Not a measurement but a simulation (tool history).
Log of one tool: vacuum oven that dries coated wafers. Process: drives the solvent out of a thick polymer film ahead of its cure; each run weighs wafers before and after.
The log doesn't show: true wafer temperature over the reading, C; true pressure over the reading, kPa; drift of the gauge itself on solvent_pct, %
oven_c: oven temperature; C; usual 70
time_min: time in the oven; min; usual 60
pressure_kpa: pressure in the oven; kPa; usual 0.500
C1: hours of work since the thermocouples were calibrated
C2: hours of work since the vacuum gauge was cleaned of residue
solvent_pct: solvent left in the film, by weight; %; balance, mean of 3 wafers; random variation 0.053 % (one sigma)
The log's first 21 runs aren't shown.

run 22 hour=228.0 | oven_c=70 time_min=60 pressure_kpa=0.500 | C1=208 C2=160 | solvent_pct=1.88
run 23 hour=238.6 | oven_c=70 time_min=60 pressure_kpa=0.500 | C1=215 C2=166 | solvent_pct=1.79
run 24 hour=251.5 | oven_c=70 time_min=60 pressure_kpa=0.500 | C1=222 C2=174 | solvent_pct=1.89
run 25 hour=262.9 | oven_c=66 time_min=60 pressure_kpa=1.946 | C1=229 C2=181 | solvent_pct=4.01
run 26 hour=271.8 | oven_c=65 time_min=80 pressure_kpa=0.681 | C1=235 C2=187 | solvent_pct=2.54
run 27 hour=281.1 | oven_c=70 time_min=67 pressure_kpa=0.717 | C1=240 C2=192 | solvent_pct=1.60
run 28 hour=294.4 | oven_c=76 time_min=102 pressure_kpa=0.500 | C1=249 C2=200 | solvent_pct=0.30
run 29 hour=310.1 | oven_c=70 time_min=54 pressure_kpa=0.294 | C1=258 C2=210 | solvent_pct=2.06
run 30 hour=324.2 | oven_c=58 time_min=60 pressure_kpa=1.636 | C1=267 C2=218 | solvent_pct=7.04
run 31 hour=331.9 | oven_c=58 time_min=60 pressure_kpa=1.636 | C1=271 C2=223 | solvent_pct=7.15
run 32 hour=343.4 | oven_c=58 time_min=60 pressure_kpa=1.636 | C1=278 C2=230 | solvent_pct=7.27
run 33 hour=358.2 | oven_c=79 time_min=39 pressure_kpa=1.839 | C1=287 C2=239 | solvent_pct=1.39
run 34 hour=371.8 | oven_c=70 time_min=36 pressure_kpa=0.500 | C1=296 C2=247 | solvent_pct=3.84
run 35 hour=380.6 | oven_c=70 time_min=36 pressure_kpa=0.500 | C1=301 C2=253 | solvent_pct=3.82
run 36 hour=392.1 | oven_c=84 time_min=31 pressure_kpa=1.789 | C1=308 C2=260 | solvent_pct=1.04
run 37 hour=407.1 | oven_c=84 time_min=57 pressure_kpa=0.583 | C1=317 C2=269 | solvent_pct=0.32
run 38 hour=414.2 | oven_c=84 time_min=57 pressure_kpa=0.583 | C1=321 C2=273 | solvent_pct=0.22
run 39 hour=426.4 | oven_c=64 time_min=60 pressure_kpa=0.262 | C1=329 C2=281 | solvent_pct=3.77
run 40 hour=435.1 | oven_c=64 time_min=60 pressure_kpa=0.262 | C1=334 C2=286 | solvent_pct=3.71
run 41 hour=446.9 | oven_c=70 time_min=60 pressure_kpa=1.096 | C1=341 C2=293 | solvent_pct=2.13
run 42 hour=458.1 | oven_c=70 time_min=39 pressure_kpa=0.500 | C1=348 C2=300 | solvent_pct=3.49
run 43 hour=470.2 | oven_c=70 time_min=39 pressure_kpa=0.500 | C1=355 C2=307 | solvent_pct=3.41
run 44 hour=479.4 | oven_c=83 time_min=31 pressure_kpa=0.285 | C1=361 C2=313 | solvent_pct=0.74
run 45 hour=488.4 | oven_c=83 time_min=31 pressure_kpa=0.285 | C1=367 C2=318 | solvent_pct=0.61
run 46 hour=501.4 | oven_c=67 time_min=31 pressure_kpa=0.877 | C1=374 C2=326 | solvent_pct=5.94

Forecast each of these 3 alternatives for the next run:
run A hour=508.2 | oven_c=76 time_min=35 pressure_kpa=1.533 | C1=379 C2=330 | solvent_pct=?
run B hour=508.2 | oven_c=61 time_min=105 pressure_kpa=0.930 | C1=379 C2=330 | solvent_pct=?
run C hour=508.2 | oven_c=77 time_min=31 pressure_kpa=0.877 | C1=379 C2=330 | solvent_pct=?

run=A solvent_pct=2.23
run=B solvent_pct=2.98
run=C solvent_pct=2.16
Without the tool's hidden state the same runs would have given:
run=A solvent_pct=2.34
run=B solvent_pct=3.09
run=C solvent_pct=2.27
